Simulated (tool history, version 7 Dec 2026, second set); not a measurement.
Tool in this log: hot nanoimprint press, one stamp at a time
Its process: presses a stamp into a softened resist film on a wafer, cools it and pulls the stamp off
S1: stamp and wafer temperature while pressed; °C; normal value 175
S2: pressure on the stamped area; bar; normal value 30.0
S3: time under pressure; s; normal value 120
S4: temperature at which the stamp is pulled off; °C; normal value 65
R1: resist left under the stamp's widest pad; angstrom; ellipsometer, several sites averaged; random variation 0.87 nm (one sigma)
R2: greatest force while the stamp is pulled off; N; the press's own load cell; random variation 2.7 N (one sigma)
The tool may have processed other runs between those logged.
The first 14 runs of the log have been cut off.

run	hour	S1	S2	S3	S4	R1	R2
# hour 156.6: plate thermocouple calibrated, once more
15	159.5	175	30.0	120	65	1199	123
16	172.3	175	32.2	120	65	1163	133
17	184.0	173	44.3	120	67	1127	127
18	189.8	173	44.3	120	67	1131	128
19	200.6	173	44.3	120	67	1125	132
20	208.8	175	27.3	120	67	1255	125
21	214.3	175	27.3	120	67	1239	134
22	224.2	175	27.3	120	67	1241	135
23	235.2	175	27.3	120	67	1239	130
24	244.2	166	19.8	102	60	1786	140
25	256.1	178	25.4	89	56	1257	148
26	265.5	166	30.0	120	67	1616	133
27	274.3	172	18.8	182	58	1414	148
28	284.7	172	32.6	107	58	1355	148
29	296.9	175	24.7	173	70	1152	129
30	307.8	177	30.0	225	65	891	137

Alternative continuations, all from the tool just after run 30; predict every row:
A	319.1	177	18.7	225	65	?	?
B	319.1	175	30.0	225	65	?	?
C	319.1	186	25.3	238	65	?	?

run	R1	R2
A	1099	138
B	985	136
C	626	138
Without the tool's unlogged condition, the same runs would have read:
run	R1	R2
A	1075	124
B	955	123
C	607	124
